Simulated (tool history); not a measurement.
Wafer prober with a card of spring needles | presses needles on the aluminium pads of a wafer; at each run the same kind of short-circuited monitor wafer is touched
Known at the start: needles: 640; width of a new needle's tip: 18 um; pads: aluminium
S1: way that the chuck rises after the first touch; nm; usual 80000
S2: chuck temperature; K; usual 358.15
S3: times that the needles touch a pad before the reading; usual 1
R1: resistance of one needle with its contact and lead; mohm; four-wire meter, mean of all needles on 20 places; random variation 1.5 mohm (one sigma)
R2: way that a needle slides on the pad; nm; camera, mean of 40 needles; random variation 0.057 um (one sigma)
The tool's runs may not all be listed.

{"run": 1, "hour": 0.0, "S1": 80000, "S2": 358.15, "S3": 1, "R1": 171, "R2": 12120}
{"hour": 3.9, "done": "tips cleaned on abrasive film"}
{"hour": 13.6, "done": "tips cleaned on abrasive film"}
{"hour": 23.1, "done": "tips cleaned on abrasive film"}
{"run": 2, "hour": 23.1, "S1": 80000, "S2": 358.15, "S3": 1, "R1": 141, "R2": 12180}
{"hour": 30.8, "done": "tips cleaned on abrasive film"}
{"hour": 40.5, "done": "tips cleaned on abrasive film"}
{"run": 3, "hour": 45.1, "S1": 80000, "S2": 358.15, "S3": 1, "R1": 175, "R2": 12120}
{"hour": 49.0, "done": "tips cleaned on abrasive film"}
{"hour": 58.7, "done": "tips cleaned on abrasive film"}
{"hour": 68.3, "done": "tips cleaned on abrasive film"}
{"hour": 76.1, "done": "tips cleaned on abrasive film"}
{"run": 4, "hour": 81.9, "S1": 80000, "S2": 358.15, "S3": 1, "R1": 182, "R2": 12040}
{"hour": 83.9, "done": "tips cleaned on abrasive film"}
{"hour": 91.7, "done": "tips cleaned on abrasive film"}
{"hour": 101.4, "done": "tips cleaned on abrasive film"}
{"hour": 111.1, "done": "tips cleaned on abrasive film"}
{"hour": 120.7, "done": "tips cleaned on abrasive film"}
{"hour": 128.5, "done": "tips cleaned on abrasive film"}
{"run": 5, "hour": 131.2, "S1": 80000, "S2": 358.15, "S3": 1, "R1": 166, "R2": 12080}
{"hour": 137.1, "done": "tips cleaned on abrasive film"}
{"hour": 144.9, "done": "tips cleaned on abrasive film"}
{"hour": 154.5, "done": "tips cleaned on abrasive film"}
{"run": 6, "hour": 157.7, "S1": 80000, "S2": 358.15, "S3": 1, "R1": 166, "R2": 12030}
{"hour": 163.6, "done": "tips cleaned on abrasive film"}
{"hour": 173.3, "done": "tips cleaned on abrasive film"}
{"hour": 182.9, "done": "tips cleaned on abrasive film"}
{"hour": 190.7, "done": "tips cleaned on abrasive film"}
{"run": 7, "hour": 190.7, "S1": 80000, "S2": 358.15, "S3": 1, "R1": 147, "R2": 11990}
{"hour": 198.5, "done": "tips cleaned on abrasive film"}
{"hour": 208.2, "done": "tips cleaned on abrasive film"}
{"run": 8, "hour": 215.8, "S1": 80000, "S2": 358.15, "S3": 1, "R1": 199, "R2": 12070}
{"hour": 217.8, "done": "tips cleaned on abrasive film"}
{"hour": 225.6, "done": "tips cleaned on abrasive film"}
{"hour": 235.3, "done": "tips cleaned on abrasive film"}
{"hour": 244.9, "done": "tips cleaned on abrasive film"}
{"run": 9, "hour": 249.2, "S1": 80000, "S2": 358.15, "S3": 2, "R1": 164, "R2": 11920}
{"hour": 251.4, "done": "height of the first contact set anew"}
{"hour": 253.5, "done": "tips cleaned on abrasive film"}
{"hour": 261.2, "done": "tips cleaned on abrasive film"}
{"hour": 270.9, "done": "tips cleaned on abrasive film"}
{"hour": 278.7, "done": "tips cleaned on abrasive film"}
{"run": 10, "hour": 282.2, "S1": 80000, "S2": 358.15, "S3": 1, "R1": 173, "R2": 11830}
{"hour": 288.1, "done": "tips cleaned on abrasive film"}
{"hour": 297.7, "done": "tips cleaned on abrasive film"}
{"hour": 307.4, "done": "tips cleaned on abrasive film"}
{"run": 11, "hour": 312.2, "S1": 80000, "S2": 358.15, "S3": 1, "R1": 176, "R2": 11830}
{"hour": 316.2, "done": "tips cleaned on abrasive film"}
{"hour": 325.8, "done": "tips cleaned on abrasive film"}
{"hour": 335.5, "done": "tips cleaned on abrasive film"}
{"run": 12, "hour": 335.5, "S1": 80000, "S2": 358.15, "S3": 1, "R1": 150, "R2": 11880}
{"hour": 345.2, "done": "tips cleaned on abrasive film"}
{"hour": 351.2, "done": "height of the first contact set anew, once more"}
{"hour": 353.3, "done": "tips cleaned on abrasive film"}
{"hour": 362.9, "done": "tips cleaned on abrasive film"}
{"hour": 370.7, "done": "tips cleaned on abrasive film"}
{"hour": 380.4, "done": "tips cleaned on abrasive film"}
{"run": 13, "hour": 383.3, "S1": 90000, "S2": 358.15, "S3": 1, "R1": 160, "R2": 13780}
{"hour": 389.2, "done": "tips cleaned on abrasive film"}
{"hour": 396.9, "done": "tips cleaned on abrasive film"}
{"hour": 405.9, "done": "tips cleaned on abrasive film"}
{"run": 14, "hour": 405.9, "S1": 90000, "S2": 358.15, "S3": 1, "R1": 140, "R2": 13670}
{"hour": 415.5, "done": "tips cleaned on abrasive film"}
{"hour": 423.3, "done": "tips cleaned on abrasive film"}
{"run": 15, "hour": 427.6, "S1": 90000, "S2": 358.15, "S3": 1, "R1": 171, "R2": 13630}
{"hour": 431.6, "done": "tips cleaned on abrasive film"}
{"hour": 439.3, "done": "tips cleaned on abrasive film"}
{"hour": 449.0, "done": "tips cleaned on abrasive film"}
{"hour": 458.7, "done": "tips cleaned on abrasive film"}
{"hour": 468.4, "done": "tips cleaned on abrasive film"}
{"run": 16, "hour": 472.7, "S1": 90000, "S2": 358.15, "S3": 1, "R1": 170, "R2": 13680}
{"hour": 476.6, "done": "tips cleaned on abrasive film"}
{"hour": 484.4, "done": "tips cleaned on abrasive film"}
{"hour": 494.1, "done": "tips cleaned on abrasive film"}
{"hour": 503.7, "done": "tips cleaned on abrasive film"}
{"run": 17, "hour": 505.2, "S1": 70000, "S2": 358.15, "S3": 1, "R1": 165, "R2": 10580}
{"hour": 513.0, "done": "tips cleaned on abrasive film"}
{"hour": 522.6, "done": "tips cleaned on abrasive film"}
{"hour": 530.4, "done": "tips cleaned on abrasive film"}
{"run": 18, "hour": 534.6, "S1": 81000, "S2": 331.15, "S3": 2, "R1": 159, "R2": 12190}
{"hour": 538.6, "done": "tips cleaned on abrasive film"}
{"hour": 546.3, "done": "tips cleaned on abrasive film"}
{"hour": 556.0, "done": "tips cleaned on abrasive film"}
{"hour": 563.8, "done": "tips cleaned on abrasive film"}
{"hour": 571.5, "done": "tips cleaned on abrasive film"}
{"hour": 581.0, "done": "tips cleaned on abrasive film"}
{"run": 19, "hour": 581.0, "S1": 81000, "S2": 360.15, "S3": 1, "R1": 147, "R2": 12190}
{"hour": 588.8, "done": "tips cleaned on abrasive film"}
{"hour": 598.5, "done": "tips cleaned on abrasive film"}
{"hour": 608.2, "done": "tips cleaned on abrasive film"}
{"hour": 615.9, "done": "tips cleaned on abrasive film"}
{"run": 20, "hour": 618.6, "S1": 81000, "S2": 360.15, "S3": 1, "R1": 169, "R2": 12260}
{"hour": 624.5, "done": "tips cleaned on abrasive film"}
{"hour": 632.2, "done": "tips cleaned on abrasive film"}
{"hour": 641.9, "done": "tips cleaned on abrasive film"}
{"run": 21, "hour": 643.8, "S1": 80000, "S2": 315.15, "S3": 1, "R1": 157, "R2": 11970}
{"hour": 651.5, "done": "tips cleaned on abrasive film"}
{"hour": 659.3, "done": "tips cleaned on abrasive film"}
{"hour": 667.0, "done": "tips cleaned on abrasive film"}
{"run": 22, "hour": 670.6, "S1": 80000, "S2": 303.15, "S3": 1, "R1": 172, "R2": 11940}
{"hour": 676.4, "done": "tips cleaned on abrasive film"}
{"hour": 684.2, "done": "tips cleaned on abrasive film"}
{"hour": 691.9, "done": "tips cleaned on abrasive film"}
{"hour": 701.6, "done": "tips cleaned on abrasive film"}
{"hour": 711.3, "done": "tips cleaned on abrasive film"}
{"hour": 719.3, "done": "height of the first contact set anew"}
{"hour": 720.6, "done": "tips cleaned on abrasive film"}
{"run": 23, "hour": 720.6, "S1": 76000, "S2": 350.15, "S3": 1, "R1": 147, "R2": 11510}
{"hour": 730.3, "done": "tips cleaned on abrasive film"}
{"hour": 738.0, "done": "tips cleaned on abrasive film"}
{"hour": 750.0, "done": "card fitted with new needles"}
{"hour": 757.8, "done": "tips cleaned on abrasive film"}
{"hour": 765.6, "done": "tips cleaned on abrasive film"}
{"hour": 774.3, "done": "tips cleaned on abrasive film"}
{"run": 24, "hour": 774.3, "S1": 99000, "S2": 327.15, "S3": 2, "R1": 135, "R2": 15040}
{"hour": 782.1, "done": "tips cleaned on abrasive film"}
{"hour": 789.9, "done": "tips cleaned on abrasive film"}
{"hour": 799.5, "done": "tips cleaned on abrasive film"}
{"run": 25, "hour": 799.8, "S1": 99000, "S2": 327.15, "S3": 2, "R1": 131, "R2": 15050}
{"hour": 807.5, "done": "tips cleaned on abrasive film"}
{"hour": 815.3, "done": "tips cleaned on abrasive film"}
{"hour": 825.0, "done": "tips cleaned on abrasive film"}
{"hour": 833.8, "done": "tips cleaned on abrasive film"}
{"run": 26, "hour": 833.8, "S1": 99000, "S2": 327.15, "S3": 2, "R1": 132, "R2": 14940}

The same runs without the tool's hidden state, with the same run-to-run variation:
The hidden state here: debris on the tips, nm; way that the needles fall short of the set height, um; tips' diameter, um; drift of the gauge itself on contact_mohm, %; drift of the gauge itself on scrub_um, %.
run=1 R1=140 R2=12130
run=2 R1=137 R2=12210
run=3 R1=140 R2=12170
run=4 R1=139 R2=12120
run=5 R1=137 R2=12210
run=6 R1=138 R2=12170
run=7 R1=139 R2=12160
run=8 R1=139 R2=12260
run=9 R1=140 R2=12140
run=10 R1=139 R2=12160
run=11 R1=138 R2=12190
run=12 R1=142 R2=12260
run=13 R1=137 R2=13810
run=14 R1=135 R2=13720
run=15 R1=138 R2=13700
run=16 R1=137 R2=13780
run=17 R1=140 R2=10720
run=18 R1=135 R2=12350
run=19 R1=138 R2=12390
run=20 R1=140 R2=12490
run=21 R1=129 R2=12220
run=22 R1=131 R2=12220
run=23 R1=139 R2=11520
run=24 R1=133 R2=15060
run=25 R1=128 R2=15100
run=26 R1=131 R2=15020
